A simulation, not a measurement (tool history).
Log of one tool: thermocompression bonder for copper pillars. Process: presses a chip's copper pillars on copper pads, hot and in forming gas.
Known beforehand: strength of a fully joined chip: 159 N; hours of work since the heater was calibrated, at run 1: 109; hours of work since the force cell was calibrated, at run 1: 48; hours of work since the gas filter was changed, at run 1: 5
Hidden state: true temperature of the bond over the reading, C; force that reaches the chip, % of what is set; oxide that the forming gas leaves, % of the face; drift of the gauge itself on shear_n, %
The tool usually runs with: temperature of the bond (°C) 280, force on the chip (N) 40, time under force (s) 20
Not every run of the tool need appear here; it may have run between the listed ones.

run    day  temperature of the bond (°C)  force on the chip (N)  time under force (s)  hours of work since the heater was calibrated  hours of work since the force cell was calibrated  hours of work since the gas filter was changed  force that shears a chip off (N)
  1      0                           280                     40                    20                                            109                                                 48                                               5                              77.7
  2  0.429                           280                     40                    41                                            114                                                 53                                              10                              98.4
  3  0.971                           280                     40                    41                                            121                                                 60                                              17                              97.2
  4  1.533                           281                     40                    20                                            128                                                 67                                              24                              77.7
  5  2.029                           280                     40                    20                                            134                                                 73                                              30                              75.6
  6  2.696                           280                     40                    20                                            142                                                 81                                              38                              76.7
  7  3.258                           280                     47                    20                                            149                                                 88                                              45                              87.9
     3.367  -- force cell calibrated
  8   4.05                           280                     47                    20                                            158                                                  8                                              54                              87.2
  9  4.383                           280                     47                    20                                            162                                                 12                                              58                              89.1
 10  4.967                           264                     27                    20                                            169                                                 20                                              65                              39.1
 11  5.662                           264                     32                    33                                            178                                                 28                                              74                              57.2
 12  6.112                           280                     52                    12                                            183                                                 34                                              79                              81.8
     6.546  -- force cell calibrated, once more
 13  6.796                           296                     52                    12                                            191                                                  3                                              87                              98.8
 14  7.288                           287                     34                    14                                            197                                                  9                                              93                              63.2
 15  7.883                           307                     31                    14                                            204                                                 16                                             100                              75.2

The same runs without the tool's hidden state, with the same run-to-run variation:
run  force that shears a chip off (N)
  1                              79.3
  2                             100.2
  3                              99.1
  4                              79.5
  5                              77.5
  6                              78.7
  7                              90.1
  8                              89.4
  9                              91.3
 10                              40.4
 11                              59.2
 12                              84.2
 13                             102.1
 14                              65.8
 15                              78.1
